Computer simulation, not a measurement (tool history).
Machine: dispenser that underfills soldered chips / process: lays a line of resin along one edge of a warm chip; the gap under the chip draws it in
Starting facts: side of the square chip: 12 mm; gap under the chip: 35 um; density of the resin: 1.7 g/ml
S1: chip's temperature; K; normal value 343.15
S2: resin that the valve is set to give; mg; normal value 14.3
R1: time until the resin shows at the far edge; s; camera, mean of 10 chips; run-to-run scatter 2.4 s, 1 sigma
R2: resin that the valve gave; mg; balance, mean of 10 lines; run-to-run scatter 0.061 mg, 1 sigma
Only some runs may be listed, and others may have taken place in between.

{"run": 1, "day": 0.0, "S1": 343.15, "S2": 14.3, "R1": 322.8, "R2": 14.28}
{"run": 2, "day": 0.196, "S1": 343.15, "S2": 14.3, "R1": 249.6, "R2": 14.26}
{"run": 3, "day": 0.292, "S1": 343.15, "S2": 14.3, "R1": 269.5, "R2": 14.28}
{"run": 4, "day": 0.458, "S1": 343.15, "S2": 14.3, "R1": 311.1, "R2": 14.24}
{"run": 5, "day": 0.546, "S1": 332.15, "S2": 14.3, "R1": 535.1, "R2": 14.17}
{"run": 6, "day": 0.75, "S1": 343.15, "S2": 14.3, "R1": 264.6, "R2": 14.19}
{"run": 7, "day": 0.896, "S1": 343.15, "S2": 14.3, "R1": 294.6, "R2": 14.0}
{"run": 8, "day": 1.017, "S1": 343.15, "S2": 14.3, "R1": 334.9, "R2": 13.9}
{"run": 9, "day": 1.129, "S1": 343.15, "S2": 16.5, "R1": 236.7, "R2": 16.23}
{"run": 10, "day": 1.217, "S1": 343.15, "S2": 16.5, "R1": 257.7, "R2": 16.29}
{"run": 11, "day": 1.312, "S1": 343.15, "S2": 14.3, "R1": 280.0, "R2": 13.98}
{"run": 12, "day": 1.421, "S1": 343.15, "S2": 14.3, "R1": 308.9, "R2": 13.98}
{"run": 13, "day": 1.579, "S1": 343.15, "S2": 17.7, "R1": 229.9, "R2": 17.15}
{"run": 14, "day": 1.754, "S1": 329.15, "S2": 16.0, "R1": 479.9, "R2": 15.53}
{"run": 15, "day": 1.888, "S1": 334.15, "S2": 18.1, "R1": 437.8, "R2": 17.44}
{"run": 16, "day": 2.062, "S1": 336.15, "S2": 14.4, "R1": 312.5, "R2": 13.88}
{"run": 17, "day": 2.154, "S1": 335.15, "S2": 13.4, "R1": 357.1, "R2": 12.9}
{"run": 18, "day": 2.254, "S1": 335.15, "S2": 13.4, "R1": 390.7, "R2": 12.95}
{"run": 19, "day": 2.4, "S1": 343.15, "S2": 16.3, "R1": 316.2, "R2": 15.55}
{"run": 20, "day": 2.554, "S1": 343.15, "S2": 16.3, "R1": 232.1, "R2": 15.71}
{"run": 21, "day": 2.692, "S1": 343.15, "S2": 16.3, "R1": 262.9, "R2": 15.6}

Removed from this log: 6 entries logged between the listed runs. Between which two listed runs does each belong, and how does the tool's hidden state at the listed run before it compare with that at the listed run after it?
From run 1 to run 2: new syringe of resin (day 0.108)
  resin's viscosity, % of fresh resin's: 140 -> 106.9; dose that the valve gives, % of what is set: 99.74 -> 99.43; true chip temperature over the reading, C: 0.45 -> 0.46
  measured result minus the result with no hidden state, R1: +87.9 -> +11.8 s; R2: -0.03 -> -0.08 mg
From run 5 to run 6: new syringe of resin (day 0.596)
  resin's viscosity, % of fresh resin's: 145.5 -> 113.5; dose that the valve gives, % of what is set: 98.9 -> 98.59; true chip temperature over the reading, C: 0.5 -> 0.51
  measured result minus the result with no hidden state, R1: +159.7 -> +26.8 s; R2: -0.16 -> -0.20 mg
From run 8 to run 9: new syringe of resin (day 1.079)
  resin's viscosity, % of fresh resin's: 143.5 -> 103.2; dose that the valve gives, % of what is set: 98.16 -> 98.01; true chip temperature over the reading, C: 0.54 -> 0.55
  measured result minus the result with no hidden state, R1: +96.6 -> +2.4 s; R2: -0.26 -> -0.33 mg
From run 12 to run 13: new syringe of resin (day 1.571)
  resin's viscosity, % of fresh resin's: 133.7 -> 100.5; dose that the valve gives, % of what is set: 97.53 -> 97.31; true chip temperature over the reading, C: 0.57 -> 0.59
  measured result minus the result with no hidden state, R1: +73.1 -> -4.2 s; R2: -0.36 -> -0.48 mg
From run 15 to run 16: new syringe of resin (day 2.054)
  resin's viscosity, % of fresh resin's: 131.6 -> 101.2; dose that the valve gives, % of what is set: 96.82 -> 96.58; true chip temperature over the reading, C: 0.61 -> 0.63
  measured result minus the result with no hidden state, R1: +96.6 -> -3.6 s; R2: -0.57 -> -0.49 mg
From run 19 to run 20: new syringe of resin (day 2.538)
  resin's viscosity, % of fresh resin's: 136.4 -> 100.8; dose that the valve gives, % of what is set: 96.06 -> 95.85; true chip temperature over the reading, C: 0.66 -> 0.67
  measured result minus the result with no hidden state, R1: +78.5 -> -4.0 s; R2: -0.64 -> -0.68 mg

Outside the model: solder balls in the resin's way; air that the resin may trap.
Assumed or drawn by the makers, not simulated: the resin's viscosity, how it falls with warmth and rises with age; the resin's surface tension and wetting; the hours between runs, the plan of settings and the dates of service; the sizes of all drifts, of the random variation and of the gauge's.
